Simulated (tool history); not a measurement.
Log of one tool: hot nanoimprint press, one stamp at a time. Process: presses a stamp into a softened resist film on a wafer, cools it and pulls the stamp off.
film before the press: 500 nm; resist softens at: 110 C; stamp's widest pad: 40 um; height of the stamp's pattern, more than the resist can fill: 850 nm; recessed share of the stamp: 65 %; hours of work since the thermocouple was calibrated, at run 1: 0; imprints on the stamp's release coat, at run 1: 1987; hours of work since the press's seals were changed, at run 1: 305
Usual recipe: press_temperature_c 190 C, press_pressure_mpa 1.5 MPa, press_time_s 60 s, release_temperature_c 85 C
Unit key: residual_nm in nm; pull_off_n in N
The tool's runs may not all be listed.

| run | hour | press_temperature_c | press_pressure_mpa | press_time_s | release_temperature_c | hours of work since the thermocouple was calibrated | imprints on the stamp's release coat | hours of work since the press's seals were changed | residual_nm | pull_off_n |
|---|---|---|---|---|---|---|---|---|---|---|
| 1 | 0 | 190 | 1.5 | 60 | 85 | 0 | 1987 | 305 | 298.5 | 267 |
|  | 18.8 | stamp cleaned and given a new release coat |
| 2 | 27.4 | 190 | 1.5 | 60 | 85 | 12 | 15 | 317 | 296.9 | 201 |
| 3 | 51.6 | 180 | 1.5 | 60 | 85 | 25 | 55 | 330 | 372.8 | 214 |
| 4 | 73.5 | 190 | 1.5 | 44 | 85 | 37 | 92 | 342 | 331.6 | 209 |
| 5 | 88.8 | 190 | 1.5 | 60 | 85 | 46 | 117 | 351 | 302.3 | 209 |
| 6 | 105.5 | 190 | 1.5 | 60 | 85 | 55 | 145 | 360 | 305 | 216 |
| 7 | 130.2 | 190 | 1.5 | 60 | 85 | 69 | 187 | 373 | 305.5 | 213 |
| 8 | 141.8 | 190 | 1.5 | 60 | 85 | 75 | 206 | 380 | 301.8 | 207 |
| 9 | 159 | 190 | 1.5 | 60 | 85 | 84 | 235 | 389 | 302.4 | 214 |
| 10 | 183.2 | 190 | 1.5 | 60 | 85 | 98 | 276 | 402 | 306.1 | 220 |
| 11 | 206.1 | 190 | 1.5 | 60 | 85 | 110 | 314 | 415 | 304.5 | 211 |
| 12 | 229.1 | 190 | 1.5 | 60 | 85 | 123 | 353 | 427 | 302.4 | 216 |
| 13 | 248.3 | 190 | 1.5 | 60 | 85 | 133 | 385 | 438 | 302.3 | 226 |
| 14 | 263.8 | 190 | 1.5 | 60 | 85 | 142 | 411 | 446 | 304.4 | 227 |
| 15 | 287.7 | 190 | 1.5 | 60 | 85 | 155 | 451 | 460 | 303.7 | 216 |
| 16 | 301.3 | 190 | 1.5 | 60 | 85 | 162 | 474 | 467 | 306.1 | 224 |
| 17 | 324.8 | 178 | 1.5 | 94 | 85 | 175 | 513 | 480 | 348 | 228 |
| 18 | 348.2 | 193 | 1.5 | 40 | 85 | 188 | 552 | 493 | 323.3 | 223 |
| 19 | 362.1 | 190 | 0.99 | 60 | 80 | 196 | 575 | 500 | 342.7 | 251 |
| 20 | 372.4 | 198 | 1.73 | 52 | 82 | 201 | 593 | 506 | 254.2 | 242 |
| 21 | 384.9 | 198 | 1.73 | 52 | 82 | 208 | 614 | 513 | 253.9 | 241 |
| 22 | 401.9 | 190 | 1.85 | 60 | 92 | 217 | 642 | 522 | 289.7 | 194 |
| 23 | 420.3 | 190 | 1.85 | 60 | 92 | 227 | 673 | 532 | 291 | 191 |
| 24 | 445 | 190 | 1.85 | 60 | 92 | 241 | 714 | 546 | 286.5 | 195 |
| 25 | 455.9 | 178 | 2.36 | 73 | 90 | 247 | 733 | 552 | 335.8 | 207 |
| 26 | 469 | 178 | 2.32 | 73 | 90 | 254 | 755 | 559 | 339.1 | 207 |
| 27 | 490.3 | 178 | 2.32 | 73 | 90 | 266 | 790 | 571 | 340.9 | 200 |
| 28 | 511.8 | 188 | 2.32 | 32 | 77 | 278 | 826 | 582 | 337.7 | 268 |
| 29 | 527 | 188 | 2.32 | 32 | 77 | 286 | 852 | 591 | 340.1 | 288 |
| 30 | 546.2 | 188 | 2.32 | 32 | 77 | 296 | 884 | 601 | 342.4 | 276 |
| 31 | 564.1 | 199 | 1.43 | 92 | 77 | 306 | 914 | 611 | 214.8 | 285 |

Selected run-to-run steps in residual_nm, each split into two signed amounts: the part the tool would show with no hidden state at all (from settings, incoming material and random variation), and the remainder, which goes to the hidden state together with any gauge scatter not common to the measured and the hidden-state-free results:
The tool's hidden condition here consists of: true temperature over the reading, C; pressure that arrives at the usual setting, %; grip of the stamp's worn release coat, % over a new coat's; drift of the gauge itself on residual_nm, %; drift of the gauge itself on pull_off_n, %.
Run 2 -> 3: press_temperature_c 190 -> 180. residual_nm +75.9 nm: hidden state +0.1, all else +75.8.
Run 19 -> 20: press_temperature_c 190 -> 198, press_pressure_mpa 0.99 -> 1.73, press_time_s 60 -> 52, release_temperature_c 80 -> 82. residual_nm -88.5 nm: hidden state +1.2, all else -89.7.
Run 24 -> 25: press_temperature_c 190 -> 178, press_pressure_mpa 1.85 -> 2.36, press_time_s 60 -> 73, release_temperature_c 92 -> 90. residual_nm +49.3 nm: hidden state +1.7, all else +47.6.
Run 30 -> 31: press_temperature_c 188 -> 199, press_pressure_mpa 2.32 -> 1.43, press_time_s 32 -> 92. residual_nm -127.6 nm: hidden state -2.9, all else -124.7.
